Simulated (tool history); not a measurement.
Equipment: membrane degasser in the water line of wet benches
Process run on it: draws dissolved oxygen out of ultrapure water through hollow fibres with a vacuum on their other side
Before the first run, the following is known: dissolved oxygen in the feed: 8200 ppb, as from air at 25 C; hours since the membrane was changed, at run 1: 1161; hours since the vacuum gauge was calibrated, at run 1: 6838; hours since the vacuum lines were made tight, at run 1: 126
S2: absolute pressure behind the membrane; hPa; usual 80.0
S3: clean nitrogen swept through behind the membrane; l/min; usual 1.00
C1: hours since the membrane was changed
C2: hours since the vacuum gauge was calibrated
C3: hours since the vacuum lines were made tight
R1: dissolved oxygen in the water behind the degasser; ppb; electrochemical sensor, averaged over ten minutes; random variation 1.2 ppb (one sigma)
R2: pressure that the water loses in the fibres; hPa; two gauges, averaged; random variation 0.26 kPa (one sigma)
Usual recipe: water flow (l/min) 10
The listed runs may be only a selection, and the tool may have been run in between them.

run 1 hour=0.0 | water_flow_(l/min)=10 S2=80.0 S3=1.00 | C1=1161 C2=6838 C3=126 | R1=115.3 R2=684.5
run 2 hour=282.3 | water_flow_(l/min)=10 S2=80.0 S3=0.53 | C1=1443 C2=7120 C3=408 | R1=203.5 R2=687.6
run 3 hour=437.6 | water_flow_(l/min)=10 S2=80.0 S3=0.53 | C1=1598 C2=7275 C3=563 | R1=200.9 R2=689.7
run 4 hour=650.3 | water_flow_(l/min)=10 S2=80.0 S3=0.53 | C1=1811 C2=7488 C3=776 | R1=205.5 R2=686.0
run 5 hour=802.7 | water_flow_(l/min)=10 S2=80.0 S3=0.53 | C1=1963 C2=7641 C3=928 | R1=202.9 R2=682.3
run 6 hour=1024.1 | water_flow_(l/min)=10 S2=80.0 S3=0.53 | C1=2185 C2=7862 C3=1150 | R1=206.0 R2=684.4
run 7 hour=1316.7 | water_flow_(l/min)=10 S2=80.0 S3=0.53 | C1=2477 C2=8155 C3=1442 | R1=201.3 R2=682.5
run 8 hour=1466.9 | water_flow_(l/min)=10 S2=80.0 S3=0.53 | C1=2627 C2=8305 C3=1592 | R1=201.7 R2=686.8
run 9 hour=1723.4 | water_flow_(l/min)=10 S2=80.0 S3=1.00 | C1=2884 C2=8561 C3=1849 | R1=116.6 R2=681.6
-- hour=1914.3 vacuum gauge calibrated
run 10 hour=2011.2 | water_flow_(l/min)=10 S2=80.0 S3=1.00 | C1=3171 C2=97 C3=2136 | R1=114.0 R2=684.1
run 11 hour=2357.2 | water_flow_(l/min)=10 S2=80.0 S3=1.40 | C1=3517 C2=443 C3=2482 | R1=85.4 R2=681.0
run 12 hour=2660.4 | water_flow_(l/min)=10 S2=141.3 S3=1.00 | C1=3820 C2=746 C3=2785 | R1=258.6 R2=684.4
run 13 hour=2817.6 | water_flow_(l/min)=10 S2=141.3 S3=1.00 | C1=3978 C2=903 C3=2943 | R1=253.6 R2=687.2
run 14 hour=3089.6 | water_flow_(l/min)=10 S2=141.3 S3=1.00 | C1=4250 C2=1175 C3=3215 | R1=256.6 R2=681.6
run 15 hour=3236.7 | water_flow_(l/min)=10 S2=80.0 S3=1.70 | C1=4397 C2=1322 C3=3362 | R1=72.8 R2=683.5
run 16 hour=3494.0 | water_flow_(l/min)=10 S2=80.0 S3=1.70 | C1=4654 C2=1580 C3=3619 | R1=70.4 R2=680.8
run 17 hour=3735.4 | water_flow_(l/min)=14 S2=85.6 S3=1.00 | C1=4895 C2=1821 C3=3861 | R1=195.0 R2=954.1
run 18 hour=3971.6 | water_flow_(l/min)=12 S2=69.0 S3=1.00 | C1=5132 C2=2057 C3=4097 | R1=113.5 R2=818.7
run 19 hour=4122.0 | water_flow_(l/min)=12 S2=69.0 S3=1.00 | C1=5282 C2=2208 C3=4247 | R1=114.2 R2=819.3
run 20 hour=4374.8 | water_flow_(l/min)=12 S2=69.0 S3=1.00 | C1=5535 C2=2460 C3=4500 | R1=112.5 R2=823.4
run 21 hour=4627.0 | water_flow_(l/min)=12 S2=86.7 S3=1.82 | C1=5787 C2=2713 C3=4752 | R1=95.5 R2=813.6
run 22 hour=4975.2 | water_flow_(l/min)=13 S2=180.7 S3=0.45 | C1=6135 C2=3061 C3=5100 | R1=845.8 R2=877.4
run 23 hour=5130.8 | water_flow_(l/min)=10 S2=79.1 S3=1.00 | C1=6291 C2=3217 C3=5256 | R1=112.1 R2=680.5
run 24 hour=5334.1 | water_flow_(l/min)=11 S2=189.9 S3=0.60 | C1=6494 C2=3420 C3=5459 | R1=625.5 R2=749.2
run 25 hour=5649.1 | water_flow_(l/min)=11 S2=189.9 S3=0.60 | C1=6809 C2=3735 C3=5774 | R1=623.8 R2=746.7
run 26 hour=5807.2 | water_flow_(l/min)=7 S2=169.1 S3=0.88 | C1=6967 C2=3893 C3=5932 | R1=254.2 R2=472.4
run 27 hour=6079.2 | water_flow_(l/min)=14 S2=74.8 S3=1.01 | C1=7239 C2=4165 C3=6204 | R1=157.2 R2=951.1
run 28 hour=6246.2 | water_flow_(l/min)=9 S2=118.9 S3=2.53 | C1=7406 C2=4332 C3=6371 | R1=76.9 R2=606.9
run 29 hour=6456.2 | water_flow_(l/min)=13 S2=178.9 S3=0.95 | C1=7616 C2=4542 C3=6581 | R1=461.8 R2=875.7
run 30 hour=6692.8 | water_flow_(l/min)=13 S2=178.9 S3=0.95 | C1=7853 C2=4778 C3=6818 | R1=462.1 R2=875.6

Had the tool no unlogged condition, and each run kept its random variation, what would the results have been?
What the log doesn't record here: membrane still open, %; true pressure behind the membrane over the reading, kPa; air that leaks in behind the membrane, l/min; drift of the gauge itself on oxygen_ppb, %; drift of the gauge itself on loss_of_pressure_kpa, %.
run=1 R2=684.4
run=2 R2=688.0
run=3 R2=690.4
run=4 R2=687.0
run=5 R2=683.5
run=6 R2=686.0
run=7 R2=684.5
run=8 R2=689.0
run=9 R2=684.3
run=10 R2=687.2
run=11 R2=684.7
run=12 R2=688.6
run=13 R2=691.6
run=14 R2=686.5
run=15 R2=688.6
run=16 R2=686.3
run=17 R2=962.3
run=18 R2=826.2
run=19 R2=827.1
run=20 R2=831.8
run=21 R2=822.4
run=22 R2=887.5
run=23 R2=688.6
run=24 R2=758.5
run=25 R2=756.6
run=26 R2=478.8
run=27 R2=964.6
run=28 R2=615.8
run=29 R2=888.9
run=30 R2=889.3
R1 without the hidden state stays within 0.3 ppb of what was measured, in all runs.
